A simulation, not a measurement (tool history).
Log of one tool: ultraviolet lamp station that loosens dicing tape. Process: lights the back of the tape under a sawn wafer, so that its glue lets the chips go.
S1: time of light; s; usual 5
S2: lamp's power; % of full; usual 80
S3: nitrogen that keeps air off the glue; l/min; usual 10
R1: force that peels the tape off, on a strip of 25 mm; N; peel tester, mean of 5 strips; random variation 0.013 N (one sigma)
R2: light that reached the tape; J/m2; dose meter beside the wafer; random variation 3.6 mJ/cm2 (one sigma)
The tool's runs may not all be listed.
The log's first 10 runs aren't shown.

run    hour  S1  S2  S3     R1    R2
 11   709.5   5  80  10  0.834  5070
 12   784.2   5  80  10  0.874  5010
 13   875.9   5  80  10   0.92  4790
 14   921.3   5  80  10  0.967  4700
 15  1009.2   5  80  10  1.033  4660
 16  1084.9   5  80  10  1.056  4510
 17  1179.1   3  64  10  3.157  2100
 18  1223.5   3  64  10  3.058  2080
     1263.5  -- window cleaned of glue's vapour
 19    1287   7  64   5   1.16  5760
 20  1365.5   5  80   7  1.176  5020
 21  1460.7   7  80   4  0.956  6810
 22  1513.6   4  80  10  1.422  3830
 23  1604.6   5  61  15  1.239  3560
 24  1672.9   8  64  19  0.355  5860
 25  1718.9   2  80   4  4.653  1830
 26  1782.2   2  80   4  4.702  1790
 27  1859.8   3  70  12  2.623  2260
 28  1917.9   5  80   5  1.918  4190
 29  1958.8   5  80   5  1.941  4210
 30  2002.9   5  80   9  1.359  4140
 31  2042.6   3  77   9  2.793  2390
 32  2130.5   6  91   6  1.166  5440

3 ways to go on from here, each from the tool as it stands after run 32. What would each give?
  A  2181.9   2  72   6   ?   ?
  B  2181.9   2  80  10   ?   ?
  C  2181.9   5  80   4   ?   ?

run     R1    R2
  A  4.768  1420
  B  4.055  1550
  C  2.372  3900
Without the tool's hidden state the same runs would have given:
run     R1    R2
  A  3.651  2140
  B  2.823  2340
  C  1.297  5880
